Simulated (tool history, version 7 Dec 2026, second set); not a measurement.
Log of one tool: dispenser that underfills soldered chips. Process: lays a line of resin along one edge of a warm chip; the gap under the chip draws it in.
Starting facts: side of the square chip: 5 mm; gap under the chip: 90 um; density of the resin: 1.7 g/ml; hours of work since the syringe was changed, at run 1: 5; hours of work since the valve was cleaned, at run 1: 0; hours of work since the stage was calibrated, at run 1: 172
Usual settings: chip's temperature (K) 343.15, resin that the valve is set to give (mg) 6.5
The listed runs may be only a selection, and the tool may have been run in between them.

| run | hour | chip's temperature (K) | resin that the valve is set to give (mg) | hours of work since the syringe was changed | hours of work since the valve was cleaned | hours of work since the stage was calibrated | time until the resin shows at the far edge (s) | resin that the valve gave (mg) |
|---|---|---|---|---|---|---|---|---|
| 1 | 0 | 343.15 | 6.5 | 5 | 0 | 172 | 5.2 | 6.53 |
|  | 4.5 | new syringe of resin |
| 2 | 5.9 | 343.15 | 6.5 | 1 | 4 | 175 | 4.4 | 6.49 |
| 3 | 11.7 | 343.15 | 6.5 | 4 | 7 | 179 | 5.4 | 6.52 |
|  | 17.1 | new syringe of resin |
| 4 | 17.4 | 343.15 | 6.5 | 0 | 10 | 182 | 4 | 6.49 |
| 5 | 25.4 | 343.15 | 6.5 | 5 | 15 | 187 | 5.1 | 6.49 |
|  | 29.8 | new syringe of resin |
| 6 | 31.5 | 343.15 | 6.5 | 1 | 19 | 191 | 4.2 | 6.48 |
| 7 | 37.8 | 343.15 | 6.5 | 5 | 23 | 195 | 5 | 6.48 |
|  | 42.4 | new syringe of resin |
| 8 | 43.2 | 343.15 | 6.5 | 0 | 26 | 198 | 4.1 | 6.46 |
| 9 | 51.1 | 343.15 | 7.93 | 5 | 31 | 203 | 5.2 | 7.87 |
|  | 55.2 | new syringe of resin |
| 10 | 58.8 | 336.15 | 7.93 | 2 | 36 | 207 | 6.3 | 7.86 |
| 11 | 62.2 | 336.15 | 7.93 | 4 | 38 | 209 | 7.4 | 7.86 |
|  | 67.8 | new syringe of resin |
| 12 | 70.6 | 336.15 | 8.1 | 2 | 43 | 214 | 6.6 | 8.01 |
| 13 | 75.1 | 336.15 | 8.1 | 5 | 46 | 217 | 7.3 | 8 |
| 14 | 78.8 | 336.15 | 8.1 | 7 | 48 | 219 | 8.2 | 7.95 |
|  | 80.5 | new syringe of resin |
| 15 | 85 | 343.15 | 6.5 | 3 | 52 | 223 | 4.8 | 6.41 |
| 16 | 91.8 | 343.15 | 6.5 | 7 | 56 | 227 | 5.7 | 6.39 |
|  | 93.3 | new syringe of resin |
| 17 | 97.2 | 343.15 | 6.5 | 2 | 59 | 231 | 4.5 | 6.4 |
| 18 | 100.8 | 343.15 | 6.5 | 5 | 61 | 233 | 5.2 | 6.37 |
| 19 | 104.9 | 347.15 | 6.53 | 7 | 64 | 235 | 4.5 | 6.4 |
|  | 105.9 | new syringe of resin |
| 20 | 112.9 | 331.15 | 5.57 | 4 | 69 | 240 | 9.9 | 5.47 |
|  | 118.7 | new syringe of resin |
| 21 | 120.7 | 354.15 | 6.64 | 1 | 73 | 245 | 2.4 | 6.5 |
| 22 | 125.5 | 354.15 | 6.64 | 4 | 76 | 248 | 2.9 | 6.49 |
| 23 | 130.8 | 354.15 | 6.64 | 8 | 79 | 251 | 3.1 | 6.46 |
|  | 131.9 | new syringe of resin |
| 24 | 135.2 | 343.15 | 6.77 | 2 | 82 | 254 | 4.4 | 6.58 |
| 25 | 141.4 | 348.15 | 5.96 | 6 | 86 | 257 | 4.3 | 5.8 |
|  | 144.5 | new syringe of resin |
|  | 147.2 | dispensing valve cleaned and set on the balance |
| 26 | 148.2 | 344.15 | 5.56 | 2 | 1 | 261 | 4.1 | 5.54 |
| 27 | 153.8 | 333.15 | 7.45 | 5 | 4 | 264 | 8.7 | 7.43 |
|  | 158.1 | new syringe of resin |
| 28 | 159.7 | 349.15 | 5.98 | 1 | 8 | 268 | 3.2 | 5.93 |
| 29 | 165.7 | 349.15 | 5.98 | 5 | 11 | 272 | 3.6 | 5.93 |
| 30 | 169.4 | 339.15 | 6.21 | 7 | 14 | 274 | 6.9 | 6.17 |
|  | 171 | new syringe of resin |
| 31 | 175.7 | 341.15 | 6.62 | 3 | 17 | 278 | 5.2 | 6.57 |
| 32 | 179.1 | 337.15 | 6.5 | 5 | 19 | 280 | 7.1 | 6.43 |
|  | 183.7 | new syringe of resin |
| 33 | 187.3 | 338.15 | 7.91 | 2 | 24 | 285 | 5.6 | 7.8 |
| 34 | 194.4 | 355.15 | 7.47 | 7 | 29 | 289 | 2.9 | 7.36 |
|  | 196.4 | new syringe of resin |
| 35 | 198.9 | 347.15 | 6.89 | 2 | 31 | 292 | 3.3 | 6.8 |

Alternative continuations, all from the tool just after run 35; predict every row:
| A | 204.3 | 334.15 | 7.27 | 5 | 35 | 295 | ? | ? |
| B | 204.3 | 333.15 | 6.05 | 5 | 35 | 295 | ? | ? |
| C | 204.3 | 336.15 | 7.55 | 5 | 35 | 295 | ? | ? |

| run | time until the resin shows at the far edge (s) | resin that the valve gave (mg) |
|---|---|---|
| A | 8.3 | 7.15 |
| B | 8.8 | 5.95 |
| C | 7.3 | 7.41 |
With no hidden state in the tool, these same runs would have given:
| run | time until the resin shows at the far edge (s) | resin that the valve gave (mg) |
|---|---|---|
| A | 7.2 | 7.26 |
| B | 7.6 | 6.04 |
| C | 6.3 | 7.53 |
